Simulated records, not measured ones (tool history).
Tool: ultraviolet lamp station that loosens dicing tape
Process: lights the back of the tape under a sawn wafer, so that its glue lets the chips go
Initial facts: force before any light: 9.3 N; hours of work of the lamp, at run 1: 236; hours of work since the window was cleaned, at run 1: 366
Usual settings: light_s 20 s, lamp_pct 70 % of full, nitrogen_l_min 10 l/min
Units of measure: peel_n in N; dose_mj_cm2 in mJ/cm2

| run | day | light_s | lamp_pct | nitrogen_l_min | hours of work of the lamp | hours of work since the window was cleaned | peel_n | dose_mj_cm2 |
|---|---|---|---|---|---|---|---|---|
| 1 | 0 | 20 | 70 | 10 | 236 | 366 | 1.071 | 417 |
| 2 | 0.412 | 20 | 70 | 10 | 241 | 371 | 1.072 | 411 |
| 3 | 1.017 | 20 | 70 | 10 | 249 | 379 | 1.058 | 412 |
| 4 | 1.483 | 20 | 70 | 10 | 254 | 385 | 1.11 | 407 |
| 5 | 1.946 | 20 | 70 | 10 | 260 | 390 | 1.078 | 405 |
| 6 | 2.288 | 20 | 70 | 10 | 264 | 395 | 1.043 | 410 |
| 7 | 2.604 | 20 | 70 | 12 | 268 | 398 | 0.941 | 408 |
| 8 | 2.979 | 20 | 70 | 12 | 273 | 403 | 0.95 | 411 |
| 9 | 3.546 | 20 | 70 | 12 | 280 | 410 | 0.971 | 412 |
| 10 | 4.146 | 20 | 70 | 12 | 287 | 417 | 0.946 | 414 |
| 11 | 4.562 | 20 | 70 | 12 | 292 | 423 | 0.925 | 409 |
| 12 | 5.125 | 12 | 70 | 10 | 299 | 430 | 2.44 | 246 |
| 13 | 5.579 | 20 | 70 | 3 | 305 | 435 | 2.44 | 405 |
| 14 | 6.021 | 20 | 70 | 3 | 310 | 441 | 2.534 | 409 |
| 15 | 6.421 | 20 | 70 | 10 | 315 | 445 | 1.099 | 408 |
| 16 | 6.75 | 20 | 70 | 10 | 319 | 449 | 1.081 | 405 |
| 17 | 7.125 | 20 | 70 | 10 | 324 | 454 | 1.087 | 408 |
| 18 | 7.629 | 28 | 65 | 7 | 330 | 460 | 0.9 | 533 |
| 19 | 8.008 | 26 | 70 | 9 | 335 | 465 | 0.693 | 531 |
| 20 | 8.596 | 26 | 70 | 9 | 342 | 472 | 0.668 | 535 |
| 21 | 9.062 | 12 | 93 | 5 | 348 | 478 | 2.413 | 325 |
| 22 | 9.308 | 12 | 93 | 5 | 351 | 481 | 2.464 | 320 |
| 23 | 9.754 | 12 | 93 | 5 | 356 | 487 | 2.5 | 324 |
| 24 | 10.325 | 12 | 93 | 5 | 363 | 494 | 2.529 | 325 |
| 25 | 10.642 | 12 | 93 | 5 | 367 | 498 | 2.446 | 330 |
| 26 | 10.929 | 12 | 93 | 5 | 371 | 501 | 2.461 | 327 |
| 27 | 11.496 | 13 | 66 | 3 | 378 | 508 | 3.99 | 250 |

What does the tool deliver on the next run?
| 28 | 11.888 | 14 | 70 | 9 | 383 | 513 | ? | ? |

{"run 28": {"peel_n": 2.097, "dose_mj_cm2": 282}}
Minus the tool's unlogged condition, the same run would have read peel_n 2.092 N, dose_mj_cm2 283 mJ/cm2.
